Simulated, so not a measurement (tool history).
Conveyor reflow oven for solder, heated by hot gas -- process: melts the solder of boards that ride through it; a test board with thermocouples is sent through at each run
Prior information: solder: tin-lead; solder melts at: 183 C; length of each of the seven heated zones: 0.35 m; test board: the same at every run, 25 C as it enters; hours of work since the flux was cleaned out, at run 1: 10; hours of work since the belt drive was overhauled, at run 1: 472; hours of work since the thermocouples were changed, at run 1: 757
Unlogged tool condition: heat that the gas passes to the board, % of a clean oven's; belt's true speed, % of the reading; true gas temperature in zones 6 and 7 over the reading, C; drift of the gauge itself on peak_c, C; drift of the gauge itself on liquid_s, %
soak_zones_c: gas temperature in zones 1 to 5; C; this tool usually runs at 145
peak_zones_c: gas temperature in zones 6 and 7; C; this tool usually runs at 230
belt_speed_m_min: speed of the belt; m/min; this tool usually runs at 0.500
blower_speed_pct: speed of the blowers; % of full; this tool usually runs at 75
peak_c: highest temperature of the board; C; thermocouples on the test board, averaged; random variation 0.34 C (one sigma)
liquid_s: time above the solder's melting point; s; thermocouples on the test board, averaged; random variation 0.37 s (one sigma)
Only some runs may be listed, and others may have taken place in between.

run,day,soak_zones_c,peak_zones_c,belt_speed_m_min,blower_speed_pct,hours of work since the flux was cleaned out,hours of work since the belt drive was overhauled,hours of work since the thermocouples were changed,peak_c,liquid_s
1,0.000,145,230,0.500,75,10,472,757,217.0,64.9
2,2.488,145,230,0.500,75,51,513,798,216.9,65.6
3,4.538,145,230,0.500,75,85,547,832,216.6,65.3
4,5.896,145,230,0.500,75,107,570,854,216.8,65.5
# day 7.533: thermocouples of zones 6 and 7 changed
5,8.396,145,230,0.500,75,147,610,14,216.6,65.5
6,9.554,145,230,0.500,75,167,629,33,216.5,65.4
7,11.271,145,230,0.500,75,195,658,62,216.8,64.9
8,12.446,155,230,0.500,75,215,677,81,217.8,71.0
9,14.612,155,230,0.500,75,251,713,117,218.1,71.7
10,16.525,145,228,0.500,75,282,745,149,214.4,63.7
11,18.050,145,228,0.498,75,308,770,174,214.4,64.4
12,19.596,145,228,0.498,75,333,796,200,215.1,64.8
13,21.821,145,228,0.498,75,370,833,237,215.1,64.2
14,24.158,145,230,0.500,75,409,871,276,216.0,65.1
15,25.562,145,230,0.500,75,432,895,299,216.5,65.0
16,26.962,145,230,0.567,75,455,918,322,212.6,54.2
# day 28.854: flux residue cleaned out of gas plates and filters
17,28.854,154,227,0.543,53,0,946,350,209.3,55.7
18,29.958,155,227,0.543,53,18,964,368,209.7,56.8
19,32.308,139,236,0.411,73,57,1003,407,225.5,85.8
# day 33.388: belt drive overhauled, speed set with a stopwatch
20,34.588,139,236,0.411,73,92,20,442,226.3,86.6
21,35.975,139,236,0.411,73,115,43,465,225.6,86.1
22,37.488,139,236,0.411,88,140,68,490,227.5,87.1
23,39.796,139,236,0.426,66,179,106,529,223.5,80.2
24,42.238,139,236,0.426,66,219,147,569,223.8,80.8
25,43.850,146,230,0.509,54,246,173,596,211.8,59.0
26,45.779,146,230,0.509,54,278,205,628,211.3,59.7
27,48.279,146,230,0.509,54,319,247,669,211.9,59.6
28,50.075,152,230,0.511,73,349,277,699,217.1,67.4
29,51.996,152,230,0.511,73,381,309,731,217.0,67.4
30,54.317,152,230,0.511,73,419,347,770,216.6,66.7
31,55.879,145,230,0.518,75,445,373,795,215.6,62.2

Here are 3 independent what-if runs from the current tool condition. What would each one return?
# day 58.254: flux residue cleaned out of gas plates and filters
A,58.254,145,223,0.463,51,0,409,831,?,?
# day 58.254: flux residue cleaned out of gas plates and filters
B,58.254,150,230,0.500,73,0,409,831,?,?
# day 58.254: flux residue cleaned out of gas plates and filters
C,58.254,145,230,0.500,64,0,409,831,?,?

run,peak_c,liquid_s
A,208.0,61.8
B,216.6,67.5
C,214.0,63.0
With the hidden condition removed and each run's random variation left untouched, the same runs would have given:
run,peak_c,liquid_s
A,208.0,61.8
B,216.6,67.5
C,214.0,63.0
